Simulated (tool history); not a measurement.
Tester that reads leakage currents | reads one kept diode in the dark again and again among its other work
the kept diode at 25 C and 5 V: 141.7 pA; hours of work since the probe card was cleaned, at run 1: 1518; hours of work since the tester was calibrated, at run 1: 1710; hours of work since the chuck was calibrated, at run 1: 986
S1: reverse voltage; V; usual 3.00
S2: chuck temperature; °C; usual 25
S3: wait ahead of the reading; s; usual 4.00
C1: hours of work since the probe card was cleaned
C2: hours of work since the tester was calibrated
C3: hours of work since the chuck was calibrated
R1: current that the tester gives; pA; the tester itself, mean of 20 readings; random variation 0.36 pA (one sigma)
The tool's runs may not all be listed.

run	hour	S1	S2	S3	C1	C2	C3	R1
1	0.0	3.00	25	4.00	1518	1710	986	118.87
2	84.0	3.00	25	4.00	1585	1777	1052	118.83
3	119.5	3.00	25	4.00	1613	1805	1081	118.11
4	155.8	3.00	25	1.40	1642	1834	1110	118.75
5	206.8	3.00	25	1.40	1683	1874	1150	118.54
6	267.6	3.00	25	1.40	1731	1923	1199	118.98
7	311.9	3.00	25	0.79	1766	1958	1234	119.85
8	379.1	3.00	25	0.79	1820	2012	1287	119.45
9	444.0	17.19	45	0.30	1871	2063	1339	1063.51
# hour 494.7: probe card cleaned and baked
10	517.1	2.18	34	1.44	18	2119	1395	204.35
11	591.2	13.54	24	1.02	77	2178	1454	186.81
12	649.5	4.54	28	1.26	123	2224	1500	167.39
13	721.6	1.68	33	7.04	181	2282	1558	170.57
14	806.6	8.01	33	0.37	248	2349	1625	313.59
15	882.3	8.16	25	1.30	309	2410	1686	166.10
16	951.6	2.54	56	0.67	364	2465	1741	1056.81

5 ways to go on from here, each from the tool as it stands after run 16. What would each give?
A	1015.4	3.95	25	4.00	415	2516	1792	?
B	1015.4	3.00	39	0.46	415	2516	1792	?
C	1015.4	6.90	47	4.00	415	2516	1792	?
D	1015.4	2.82	56	0.67	415	2516	1792	?
E	1015.4	1.55	26	0.68	415	2516	1792	?

run	R1
A	124.73
B	335.79
C	814.69
D	1094.13
E	95.12
Without the tool's hidden state the same runs would have given:
run	R1
A	130.32
B	352.87
C	854.70
D	1148.23
E	100.00
